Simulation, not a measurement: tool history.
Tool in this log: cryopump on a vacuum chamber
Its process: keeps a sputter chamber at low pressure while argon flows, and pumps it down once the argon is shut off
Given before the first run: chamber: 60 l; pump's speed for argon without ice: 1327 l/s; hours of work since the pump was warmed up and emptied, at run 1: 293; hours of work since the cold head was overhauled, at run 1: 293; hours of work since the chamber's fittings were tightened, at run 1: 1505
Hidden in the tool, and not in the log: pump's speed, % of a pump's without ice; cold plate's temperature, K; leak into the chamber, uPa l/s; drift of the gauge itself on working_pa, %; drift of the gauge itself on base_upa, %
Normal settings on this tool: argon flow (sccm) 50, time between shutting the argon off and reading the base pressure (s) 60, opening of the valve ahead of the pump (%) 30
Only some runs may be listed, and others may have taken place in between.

run   hour  argon flow (sccm)  time between shutting the argon off and reading the base pressure (s)  opening of the valve ahead of the pump (%)  hours of work since the pump was warmed up and emptied  hours of work since the cold head was overhauled  hours of work since the chamber's fittings were tightened  pressure while argon flows (Pa)  pressure after the wait (uPa)
  1      0                 50                                                                     60                                          30                                                     293                                               293                                                       1505                           0.2216                           2.91
  2   34.3                 50                                                                     20                                          30                                                     320                                               320                                                       1533                           0.2236                           6.15
  3   51.3                 50                                                                     20                                          30                                                     334                                               334                                                       1546                           0.2244                           6.22
  4   81.5                 50                                                                     60                                          30                                                     358                                               358                                                       1571                           0.2248                           2.93
  5  113.8                 52                                                                     60                                          30                                                     384                                               384                                                       1596                            0.233                           2.92
  6  144.7                 46                                                                     60                                          30                                                     409                                               409                                                       1621                           0.2074                           2.91
  7  176.7                 50                                                                     60                                          30                                                     435                                               435                                                       1647                           0.2262                           2.93
  8  201.9                 50                                                                     60                                          30                                                     455                                               455                                                       1667                           0.2302                           3.05
  9  220.7                 66                                                                     60                                          30                                                     470                                               470                                                       1682                           0.3022                           3.05
 10    237                 66                                                                    230                                          30                                                     483                                               483                                                       1695                           0.3021                           1.79
 11  251.9                 66                                                                    230                                          30                                                     495                                               495                                                       1707                           0.3034                           1.82
 12  268.9                 66                                                                    230                                          30                                                     509                                               509                                                       1721                           0.3046                           1.78
 13    298                 66                                                                    230                                          30                                                     532                                               532                                                       1744                           0.3073                           1.86
 14  315.7                 66                                                                    230                                          30                                                     546                                               546                                                       1758                           0.3063                           1.84
 15  346.2                 23                                                                    230                                          30                                                     570                                               570                                                       1783                           0.1066                           1.87
 16  364.7                 23                                                                    230                                          30                                                     585                                               585                                                       1797                           0.1071                           1.96
 17  383.8                 23                                                                    230                                          38                                                     601                                               601                                                       1813                           0.0868                              2
 18  413.8                 89                                                                    257                                          40                                                     625                                               625                                                       1837                           0.3235                           1.96
 19  433.2                 37                                                                     60                                          18                                                     640                                               640                                                       1852                           0.2802                            3.3
 20  461.6                 48                                                                     60                                          18                                                     663                                               663                                                       1875                           0.3635                           3.33
 21  482.4                 25                                                                     60                                          22                                                     680                                               680                                                       1892                            0.156                           3.37
 22  515.6                 63                                                                    110                                          43                                                     706                                               706                                                       1918                           0.2215                           2.63
     541.3  -- pump warmed up, emptied and cooled again
 23  551.1                 63                                                                    110                                          43                                                       8                                               731                                                       1943                           0.1884                            2.1
 24  568.3                 63                                                                    110                                          43                                                      22                                               744                                                       1957                           0.1881                            2.2
 25  585.2                 63                                                                    110                                          43                                                      35                                               758                                                       1970                           0.1887                           2.21
 26  614.1                 63                                                                    110                                          43                                                      58                                               781                                                       1993                           0.1907                           2.18
 27  645.9                 22                                                                     21                                          59                                                      84                                               807                                                       2019                           0.0499                           6.14
 28  672.5                 22                                                                     37                                          16                                                     105                                               828                                                       2040                            0.177                           4.01
 29    707                 50                                                                     77                                          56                                                     133                                               856                                                       2068                           0.1176                           2.64
 30  725.3                 50                                                                     77                                          56                                                     147                                               870                                                       2082                           0.1198                           2.74
 31  747.9                 50                                                                     22                                          35                                                     166                                               888                                                       2101                            0.188                           5.81
 32  765.3                 50                                                                     22                                          35                                                     179                                               902                                                       2114                           0.1887                           6.04
 33  781.6                 50                                                                     22                                          35                                                     193                                               915                                                       2128                           0.1907                           6.05

4 options for the next run, each taken on its own from the tool as it stands now. Forecast them:
  A  808.9                 26                                                                     60                                          19                                                     214                                               937                                                       2149                                ?                              ?
  B  808.9                 20                                                                     60                                          44                                                     214                                               937                                                       2149                                ?                              ?
  C  808.9                 73                                                                     22                                          29                                                     214                                               937                                                       2149                                ?                              ?
  D  808.9                 20                                                                     74                                          38                                                     214                                               937                                                       2149                                ?                              ?

run  pressure while argon flows (Pa)  pressure after the wait (uPa)
  A                           0.1786                           3.06
  B                           0.0612                           3.16
  C                           0.3325                           6.14
  D                           0.0698                           2.79
Stripped of hidden state, with their random variation kept, the same runs would have yielded:
run  pressure while argon flows (Pa)  pressure after the wait (uPa)
  A                           0.1748                           1.89
  B                           0.0583                           1.97
  C                           0.3218                           4.93
  D                           0.0669                           1.61
